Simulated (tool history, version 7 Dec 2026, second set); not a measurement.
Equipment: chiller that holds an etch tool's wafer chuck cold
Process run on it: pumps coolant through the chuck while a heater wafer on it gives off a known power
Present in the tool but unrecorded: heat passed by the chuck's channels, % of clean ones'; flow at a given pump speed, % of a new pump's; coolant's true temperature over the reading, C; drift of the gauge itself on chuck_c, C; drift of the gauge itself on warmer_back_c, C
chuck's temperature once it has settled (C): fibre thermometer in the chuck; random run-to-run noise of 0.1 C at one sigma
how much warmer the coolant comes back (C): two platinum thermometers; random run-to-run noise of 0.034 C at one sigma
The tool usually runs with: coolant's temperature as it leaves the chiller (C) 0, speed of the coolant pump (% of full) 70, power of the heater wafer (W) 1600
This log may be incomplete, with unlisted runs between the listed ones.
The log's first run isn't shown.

run   hour  coolant's temperature as it leaves the chiller (C)  speed of the coolant pump (% of full)  power of the heater wafer (W)  hours since the coolant was changed and the channels were flushed  hours since the pump was overhauled  hours since the chiller's thermometer was calibrated  chuck's temperature once it has settled (C)  how much warmer the coolant comes back (C)
  2   28.1                                                   0                                     70                           1600                                                                116                                  243                                                  5255                                         12.3                                        4.98
  3   59.0                                                  -1                                     70                           1600                                                                147                                  274                                                  5286                                         11.2                                        4.97
  4   81.0                                                   0                                     70                           1600                                                                169                                  296                                                  5308                                         12.1                                        4.93
  5  108.3                                                   0                                     70                           1600                                                                196                                  323                                                  5335                                         12.3                                        5.03
  6  129.9                                                   0                                     70                           1600                                                                217                                  345                                                  5356                                         12.3                                        4.97
  7  154.4                                                   0                                     70                           1600                                                                242                                  370                                                  5381                                         12.3                                        5.00
  8  190.0                                                   0                                     70                           1600                                                                278                                  405                                                  5417                                         12.2                                        4.95
  9  229.5                                                   0                                     70                           1600                                                                317                                  445                                                  5456                                         12.3                                        5.01
 10  245.4                                                   0                                     70                           1600                                                                333                                  461                                                  5472                                         12.4                                        4.94
 11  262.9                                                   0                                     70                           1600                                                                350                                  478                                                  5489                                         12.0                                        5.00
 12  281.5                                                   0                                     70                           1600                                                                369                                  497                                                  5508                                         12.2                                        5.00
 13  297.6                                                   0                                     70                           1600                                                                385                                  513                                                  5524                                         12.2                                        4.99
 14  321.8                                                   0                                     70                           1600                                                                409                                  537                                                  5548                                         12.1                                        5.03
 15  342.9                                                   0                                     70                           1600                                                                430                                  558                                                  5569                                         12.3                                        5.01
 16  359.4                                                   0                                     70                           1600                                                                447                                  575                                                  5586                                         12.3                                        5.00
 17  392.8                                                   0                                     70                           1600                                                                480                                  608                                                  5619                                         12.3                                        5.01
 18  426.9                                                  -9                                     82                           1805                                                                514                                  642                                                  5653                                          3.1                                        4.74
 19  459.2                                                   6                                     72                           1805                                                                547                                  674                                                  5686                                         19.6                                        5.46
 20  477.7                                                  -4                                     95                           1050                                                                565                                  693                                                  5704                                          2.3                                        2.34
 21  494.8                                                  -4                                     95                           1050                                                                582                                  710                                                  5721                                          2.5                                        2.31
 22  516.8                                                   6                                     95                            898                                                                604                                  732                                                  5743                                         11.1                                        2.01
 23  552.8                                                  -3                                     95                           1036                                                                640                                  768                                                  5779                                          3.2                                        2.27
     561.0  -- chiller's thermometer calibrated
 24  569.7                                                   1                                     70                           1590                                                                656                                  784                                                     9                                         13.1                                        4.96
 25  602.0                                                   0                                     93                           1966                                                                689                                  816                                                    41                                         11.8                                        4.45
 26  620.1                                                   2                                     75                           1701                                                                707                                  834                                                    59                                         14.1                                        4.93

Expected results for the next run?
 27  656.5                                                   8                                     63                           1140                                                                743                                  871                                                    96                                            ?                                           ?

Run 27 yielded chuck's temperature once it has settled (C) 17.7, how much warmer the coolant comes back (C) 3.99.
Take away the tool's hidden state, keep the run-to-run variation as it was, and the same run would have given chuck's temperature once it has settled (C) 17.7, how much warmer the coolant comes back (C) 3.99.

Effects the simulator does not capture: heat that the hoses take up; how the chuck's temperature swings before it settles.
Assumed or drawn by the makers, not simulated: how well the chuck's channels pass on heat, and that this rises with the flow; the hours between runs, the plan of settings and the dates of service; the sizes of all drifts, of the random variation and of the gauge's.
